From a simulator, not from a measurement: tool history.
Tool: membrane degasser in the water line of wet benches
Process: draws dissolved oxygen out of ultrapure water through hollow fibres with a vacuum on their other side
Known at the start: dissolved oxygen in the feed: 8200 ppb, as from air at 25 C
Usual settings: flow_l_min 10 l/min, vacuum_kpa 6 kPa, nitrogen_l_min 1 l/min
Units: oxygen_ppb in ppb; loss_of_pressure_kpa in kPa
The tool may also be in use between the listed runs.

run 1 day=0 | flow_l_min=10 vacuum_kpa=6 nitrogen_l_min=1 | oxygen_ppb=89.7 loss_of_pressure_kpa=56.82
run 2 day=1.262 | flow_l_min=10 vacuum_kpa=6 nitrogen_l_min=1 | oxygen_ppb=91.3 loss_of_pressure_kpa=56.77
run 3 day=3.017 | flow_l_min=10 vacuum_kpa=6 nitrogen_l_min=1 | oxygen_ppb=91.1 loss_of_pressure_kpa=56.72
run 4 day=4.458 | flow_l_min=10 vacuum_kpa=6 nitrogen_l_min=1 | oxygen_ppb=91.1 loss_of_pressure_kpa=56.5
run 5 day=6.596 | flow_l_min=10 vacuum_kpa=6 nitrogen_l_min=1 | oxygen_ppb=89.5 loss_of_pressure_kpa=56.96
run 6 day=8.567 | flow_l_min=10 vacuum_kpa=6 nitrogen_l_min=1 | oxygen_ppb=90.3 loss_of_pressure_kpa=56.83
run 7 day=10.304 | flow_l_min=10 vacuum_kpa=9.51 nitrogen_l_min=1 | oxygen_ppb=179.4 loss_of_pressure_kpa=56.81
run 8 day=12.762 | flow_l_min=10 vacuum_kpa=9.51 nitrogen_l_min=1 | oxygen_ppb=176.4 loss_of_pressure_kpa=56.74
run 9 day=14.183 | flow_l_min=10 vacuum_kpa=9.51 nitrogen_l_min=1 | oxygen_ppb=175.7 loss_of_pressure_kpa=56.99
run 10 day=15.367 | flow_l_min=10 vacuum_kpa=6 nitrogen_l_min=1 | oxygen_ppb=90.8 loss_of_pressure_kpa=56.66
-- day=15.962 seals of the vacuum lines changed
run 11 day=17.671 | flow_l_min=10 vacuum_kpa=6 nitrogen_l_min=1 | oxygen_ppb=87.7 loss_of_pressure_kpa=56.87
run 12 day=19.654 | flow_l_min=10 vacuum_kpa=6 nitrogen_l_min=1 | oxygen_ppb=88.5 loss_of_pressure_kpa=56.78
run 13 day=21.733 | flow_l_min=10 vacuum_kpa=6 nitrogen_l_min=1 | oxygen_ppb=87.4 loss_of_pressure_kpa=56.96
run 14 day=24.029 | flow_l_min=8 vacuum_kpa=6 nitrogen_l_min=1 | oxygen_ppb=67.2 loss_of_pressure_kpa=45.59
run 15 day=25.367 | flow_l_min=10 vacuum_kpa=6 nitrogen_l_min=1 | oxygen_ppb=88.6 loss_of_pressure_kpa=57.06
run 16 day=27.458 | flow_l_min=10 vacuum_kpa=3.75 nitrogen_l_min=1 | oxygen_ppb=35.2 loss_of_pressure_kpa=57.01
run 17 day=30.017 | flow_l_min=8 vacuum_kpa=3.75 nitrogen_l_min=0.88 | oxygen_ppb=25.9 loss_of_pressure_kpa=45.37
run 18 day=32.442 | flow_l_min=11 vacuum_kpa=4.47 nitrogen_l_min=1 | oxygen_ppb=61.2 loss_of_pressure_kpa=62.46
run 19 day=34.283 | flow_l_min=10 vacuum_kpa=4.47 nitrogen_l_min=1.11 | oxygen_ppb=49 loss_of_pressure_kpa=57.11
run 20 day=35.412 | flow_l_min=10 vacuum_kpa=4.47 nitrogen_l_min=1.11 | oxygen_ppb=48.8 loss_of_pressure_kpa=57.04
run 21 day=37.312 | flow_l_min=10 vacuum_kpa=4.37 nitrogen_l_min=0.53 | oxygen_ppb=78.2 loss_of_pressure_kpa=56.91
run 22 day=39.342 | flow_l_min=10 vacuum_kpa=4.37 nitrogen_l_min=1.06 | oxygen_ppb=48.9 loss_of_pressure_kpa=56.71
run 23 day=40.629 | flow_l_min=10 vacuum_kpa=4.37 nitrogen_l_min=1.06 | oxygen_ppb=48.3 loss_of_pressure_kpa=56.56
run 24 day=43.075 | flow_l_min=10 vacuum_kpa=4.37 nitrogen_l_min=1.06 | oxygen_ppb=48.4 loss_of_pressure_kpa=57.05
run 25 day=45.05 | flow_l_min=10 vacuum_kpa=4.37 nitrogen_l_min=1.06 | oxygen_ppb=49.4 loss_of_pressure_kpa=57.18
run 26 day=46.521 | flow_l_min=12 vacuum_kpa=4.37 nitrogen_l_min=1.06 | oxygen_ppb=66.2 loss_of_pressure_kpa=68.43
run 27 day=48.796 | flow_l_min=10 vacuum_kpa=6 nitrogen_l_min=1.18 | oxygen_ppb=79.1 loss_of_pressure_kpa=56.76
run 28 day=50.133 | flow_l_min=10 vacuum_kpa=6 nitrogen_l_min=1.18 | oxygen_ppb=79.8 loss_of_pressure_kpa=57.18
run 29 day=51.396 | flow_l_min=10 vacuum_kpa=5.04 nitrogen_l_min=0.69 | oxygen_ppb=88.9 loss_of_pressure_kpa=57.11
run 30 day=52.633 | flow_l_min=10 vacuum_kpa=12.47 nitrogen_l_min=1.13 | oxygen_ppb=213.8 loss_of_pressure_kpa=56.75
run 31 day=54.779 | flow_l_min=10 vacuum_kpa=14.37 nitrogen_l_min=1.79 | oxygen_ppb=170.1 loss_of_pressure_kpa=56.89
run 32 day=57.338 | flow_l_min=6 vacuum_kpa=3.78 nitrogen_l_min=1 | oxygen_ppb=16.8 loss_of_pressure_kpa=34.27

3 ways to go on from here, each from the tool as it stands after run 32. What would each give?
run A day=58.708 | flow_l_min=10 vacuum_kpa=10 nitrogen_l_min=1.1 | oxygen_ppb=? loss_of_pressure_kpa=?
run B day=58.708 | flow_l_min=7 vacuum_kpa=3.78 nitrogen_l_min=0.72 | oxygen_ppb=? loss_of_pressure_kpa=?
run C day=58.708 | flow_l_min=6 vacuum_kpa=7.09 nitrogen_l_min=2.61 | oxygen_ppb=? loss_of_pressure_kpa=?

run=A oxygen_ppb=171.9 loss_of_pressure_kpa=57.01
run=B oxygen_ppb=28 loss_of_pressure_kpa=40.24
run=C oxygen_ppb=27.5 loss_of_pressure_kpa=34.51
Without the tool's hidden state the same runs would have given:
run=A oxygen_ppb=159.3 loss_of_pressure_kpa=56.17
run=B oxygen_ppb=17 loss_of_pressure_kpa=39.64
run=C oxygen_ppb=24.1 loss_of_pressure_kpa=34

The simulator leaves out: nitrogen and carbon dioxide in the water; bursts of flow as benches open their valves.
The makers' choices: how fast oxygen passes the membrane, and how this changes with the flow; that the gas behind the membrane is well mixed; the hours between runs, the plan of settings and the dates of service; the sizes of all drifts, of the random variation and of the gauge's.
